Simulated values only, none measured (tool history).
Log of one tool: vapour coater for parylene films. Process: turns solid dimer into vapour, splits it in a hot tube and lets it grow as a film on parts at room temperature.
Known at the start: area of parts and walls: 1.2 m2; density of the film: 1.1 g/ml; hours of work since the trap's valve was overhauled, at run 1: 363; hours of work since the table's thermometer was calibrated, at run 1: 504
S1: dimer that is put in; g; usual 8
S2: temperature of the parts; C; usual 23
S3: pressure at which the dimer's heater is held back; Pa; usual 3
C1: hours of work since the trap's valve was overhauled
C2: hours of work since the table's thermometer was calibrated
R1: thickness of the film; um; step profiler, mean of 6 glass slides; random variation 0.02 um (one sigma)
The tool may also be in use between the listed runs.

Run 1, hour 0: usual settings; C1 363; C2 504. Result: R1 3.26 um.
Run 2, hour 14.4: usual settings; C1 370; C2 511. Result: R1 3.28 um.
Run 3, hour 34.1: usual settings; C1 379; C2 521. Result: R1 3.24 um.
Run 4, hour 46.2: usual settings; C1 385; C2 526. Result: R1 3.23 um.
Run 5, hour 75.1: usual settings but S3 2.04 Pa; C1 399; C2 540. Result: R1 3.39 um.
Run 6, hour 91: usual settings but S3 2.04 Pa; C1 406; C2 548. Result: R1 3.4 um.
Run 7, hour 113.8: usual settings but S3 2.04 Pa; C1 417; C2 558. Result: R1 3.36 um.
Run 8, hour 143.2: usual settings but S2 30 C; C1 431; C2 572. Result: R1 2.88 um.
Run 9, hour 156.7: usual settings but S2 22 C; C1 438; C2 579. Result: R1 3.32 um.
At hour 176: trap's valve overhauled.
Run 10, hour 188: usual settings but S3 7.03 Pa; C1 6; C2 592. Result: R1 2.95 um.
Run 11, hour 202: usual settings but S3 7.03 Pa; C1 12; C2 598. Result: R1 2.98 um.
Run 12, hour 214.6: usual settings but S3 7.03 Pa; C1 18; C2 604. Result: R1 2.95 um.
Run 13, hour 243.3: usual settings but S1 14 g, S2 15 C, S3 2.79 Pa; C1 32; C2 618. Result: R1 6.55 um.
Run 14, hour 256.4: usual settings but S2 21 C, S3 2.79 Pa; C1 38; C2 624. Result: R1 3.41 um.
Run 15, hour 269.5: usual settings but S1 5 g, S2 21 C, S3 3.06 Pa; C1 44; C2 630. Result: R1 2.1 um.
Run 16, hour 294.3: usual settings but S1 5 g; C1 56; C2 642. Result: R1 2.01 um.
Run 17, hour 316.3: usual settings but S1 5 g; C1 67; C2 653. Result: R1 2.05 um.
Run 18, hour 341.4: usual settings but S2 20 C, S3 3.67 Pa; C1 78; C2 665. Result: R1 3.35 um.
Run 19, hour 367.8: usual settings but S2 20 C, S3 3.67 Pa; C1 91; C2 677. Result: R1 3.36 um.
Run 20, hour 388.2: usual settings but S1 3 g; C1 101; C2 687. Result: R1 1.25 um.
Run 21, hour 409.4: usual settings but S2 35 C, S3 8.6 Pa; C1 111; C2 697. Result: R1 2.37 um.

Hidden state at the last listed run before each entry between runs and at the first one after, where it differs:
Between runs 9 and 10: trap's valve overhauled (hour 176)
  vapour lost through the trap's worn valve, %: 0.4 -> 0

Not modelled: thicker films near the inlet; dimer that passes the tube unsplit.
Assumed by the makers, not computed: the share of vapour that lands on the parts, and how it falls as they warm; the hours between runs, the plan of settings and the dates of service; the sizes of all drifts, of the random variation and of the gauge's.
